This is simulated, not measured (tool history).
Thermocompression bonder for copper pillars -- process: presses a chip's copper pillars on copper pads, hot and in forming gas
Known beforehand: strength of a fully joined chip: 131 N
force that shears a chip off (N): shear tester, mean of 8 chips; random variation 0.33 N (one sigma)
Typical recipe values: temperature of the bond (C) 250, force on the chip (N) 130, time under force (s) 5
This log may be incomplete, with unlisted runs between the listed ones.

run   hour  temperature of the bond (C)  force on the chip (N)  time under force (s)  force that shears a chip off (N)
  1    0.0                          250                    130                     5                              71.7
  2   25.2                          250                    130                     5                              72.1
  3   46.6                          250                    130                     5                              71.8
  4   68.4                          250                    130                     5                              71.7
  5  113.0                          250                    130                     5                              72.0
  6  153.2                          250                     88                     5                              47.2
  7  196.1                          250                    174                     5                              91.5
  8  225.0                          250                    130                     3                              60.2
  9  251.1                          250                    130                     4                              66.3
 10  275.2                          267                    130                     5                              81.7
 11  298.5                          269                    130                     5                              83.1
 12  333.4                          250                    130                     5                              71.3
 13  359.8                          250                    130                     5                              71.2
 14  384.9                          250                    130                     5                              71.8
 15  424.0                          250                    130                     5                              71.6
 16  454.3                          254                    130                     5                              74.0
 17  483.9                          261                    130                     5                              76.8
 18  522.9                          261                    130                     5                              77.5
 19  553.1                          250                    130                     5                              71.1
 20  587.8                          250                    130                     5                              71.1
 21  621.8                          250                    130                     5                              70.8
 22  652.9                          250                    130                     5                              70.6
     692.2  -- forming gas filter changed
 23  692.2                          250                    130                     5                              69.8
 24  730.7                          260                    103                    13                              83.1
 25  758.4                          230                    130                     3                              48.0

What does the tool deliver on the next run?
 26  790.8                          278                    130                     3                                 ?

Run 26 measured force that shears a chip off (N) 76.2.
With no hidden state in the tool, this same run would have given force that shears a chip off (N) 77.5.
